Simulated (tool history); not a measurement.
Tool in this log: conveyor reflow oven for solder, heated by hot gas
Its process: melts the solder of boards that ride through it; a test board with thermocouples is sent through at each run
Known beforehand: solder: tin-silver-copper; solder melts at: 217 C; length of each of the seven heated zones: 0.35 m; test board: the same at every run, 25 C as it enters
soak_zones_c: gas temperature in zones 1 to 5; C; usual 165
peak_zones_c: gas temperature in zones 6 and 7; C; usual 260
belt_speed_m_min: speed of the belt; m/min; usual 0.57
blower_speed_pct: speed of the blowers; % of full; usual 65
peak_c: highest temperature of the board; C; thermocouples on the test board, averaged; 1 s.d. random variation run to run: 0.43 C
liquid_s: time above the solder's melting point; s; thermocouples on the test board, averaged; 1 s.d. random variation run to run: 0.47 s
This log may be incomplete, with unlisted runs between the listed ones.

{"run": 1, "day": 0.0, "soak_zones_c": 165, "peak_zones_c": 260, "belt_speed_m_min": 0.57, "blower_speed_pct": 65, "peak_c": 240.3, "liquid_s": 42.7}
{"run": 2, "day": 0.742, "soak_zones_c": 165, "peak_zones_c": 260, "belt_speed_m_min": 0.57, "blower_speed_pct": 65, "peak_c": 241.1, "liquid_s": 42.9}
{"run": 3, "day": 1.288, "soak_zones_c": 165, "peak_zones_c": 260, "belt_speed_m_min": 0.57, "blower_speed_pct": 65, "peak_c": 240.9, "liquid_s": 42.4}
{"run": 4, "day": 2.067, "soak_zones_c": 165, "peak_zones_c": 260, "belt_speed_m_min": 0.57, "blower_speed_pct": 65, "peak_c": 240.8, "liquid_s": 41.5}
{"run": 5, "day": 2.592, "soak_zones_c": 165, "peak_zones_c": 260, "belt_speed_m_min": 0.57, "blower_speed_pct": 65, "peak_c": 239.7, "liquid_s": 42.4}
{"run": 6, "day": 3.508, "soak_zones_c": 165, "peak_zones_c": 260, "belt_speed_m_min": 0.616, "blower_speed_pct": 65, "peak_c": 237.7, "liquid_s": 34.8}
{"run": 7, "day": 4.271, "soak_zones_c": 165, "peak_zones_c": 260, "belt_speed_m_min": 0.57, "blower_speed_pct": 65, "peak_c": 239.6, "liquid_s": 41.4}
{"run": 8, "day": 5.0, "soak_zones_c": 165, "peak_zones_c": 260, "belt_speed_m_min": 0.57, "blower_speed_pct": 65, "peak_c": 239.2, "liquid_s": 41.7}
{"run": 9, "day": 5.688, "soak_zones_c": 165, "peak_zones_c": 260, "belt_speed_m_min": 0.57, "blower_speed_pct": 65, "peak_c": 240, "liquid_s": 41}
{"run": 10, "day": 6.771, "soak_zones_c": 165, "peak_zones_c": 260, "belt_speed_m_min": 0.57, "blower_speed_pct": 55, "peak_c": 235.4, "liquid_s": 34.9}
{"run": 11, "day": 7.542, "soak_zones_c": 165, "peak_zones_c": 260, "belt_speed_m_min": 0.646, "blower_speed_pct": 65, "peak_c": 235.3, "liquid_s": 29.2}
{"run": 12, "day": 8.2, "soak_zones_c": 178, "peak_zones_c": 260, "belt_speed_m_min": 0.505, "blower_speed_pct": 57, "peak_c": 244.5, "liquid_s": 55.9}
{"run": 13, "day": 8.938, "soak_zones_c": 168, "peak_zones_c": 259, "belt_speed_m_min": 0.46, "blower_speed_pct": 58, "peak_c": 243.5, "liquid_s": 58.2}
{"run": 14, "day": 9.829, "soak_zones_c": 168, "peak_zones_c": 259, "belt_speed_m_min": 0.46, "blower_speed_pct": 58, "peak_c": 243.1, "liquid_s": 59}
{"run": 15, "day": 10.375, "soak_zones_c": 164, "peak_zones_c": 263, "belt_speed_m_min": 0.491, "blower_speed_pct": 78, "peak_c": 249, "liquid_s": 60.2}
{"run": 16, "day": 11.221, "soak_zones_c": 165, "peak_zones_c": 269, "belt_speed_m_min": 0.57, "blower_speed_pct": 79, "peak_c": 254, "liquid_s": 54.9}
{"run": 17, "day": 12.117, "soak_zones_c": 177, "peak_zones_c": 260, "belt_speed_m_min": 0.57, "blower_speed_pct": 65, "peak_c": 243.1, "liquid_s": 49.6}
{"run": 18, "day": 12.933, "soak_zones_c": 155, "peak_zones_c": 255, "belt_speed_m_min": 0.57, "blower_speed_pct": 65, "peak_c": 235.6, "liquid_s": 34.2}
{"run": 19, "day": 13.462, "soak_zones_c": 168, "peak_zones_c": 256, "belt_speed_m_min": 0.547, "blower_speed_pct": 55, "peak_c": 235.6, "liquid_s": 40.6}
{"run": 20, "day": 13.871, "soak_zones_c": 150, "peak_zones_c": 260, "belt_speed_m_min": 0.507, "blower_speed_pct": 89, "peak_c": 247.9, "liquid_s": 54.9}
{"run": 21, "day": 14.417, "soak_zones_c": 150, "peak_zones_c": 272, "belt_speed_m_min": 0.509, "blower_speed_pct": 89, "peak_c": 259.1, "liquid_s": 62.7}
{"run": 22, "day": 14.8, "soak_zones_c": 150, "peak_zones_c": 272, "belt_speed_m_min": 0.509, "blower_speed_pct": 89, "peak_c": 259.4, "liquid_s": 61.9}

Removed from this log: 2 entries logged between the listed runs. Between which two listed runs does each belong, and how does the tool's hidden state at the listed run before it compare with that at the listed run after it?
After run 9, before run 10: flux residue cleaned out of gas plates and filters (day 6.571)
  heat that the gas passes to the board, % of a clean oven's: 91.8 -> 90.1; belt's true speed, % of the reading: 99.37 -> 99.35; true gas temperature in zones 6 and 7 over the reading, C: -1.2 -> -1.23
  what was measured, less what the result would be without the hidden state, peak_c: -2.7 -> -3 C; liquid_s: -3 -> -3.9 s
After run 15, before run 16: flux residue cleaned out of gas plates and filters, once more (day 10.975)
  heat that the gas passes to the board, % of a clean oven's: 88.1 -> 99.5; belt's true speed, % of the reading: 99.27 -> 99.25; true gas temperature in zones 6 and 7 over the reading, C: -1.36 -> -1.38
  what was measured, less what the result would be without the hidden state, peak_c: -3.7 -> -1.2 C; liquid_s: -3.5 -> -0.3 s
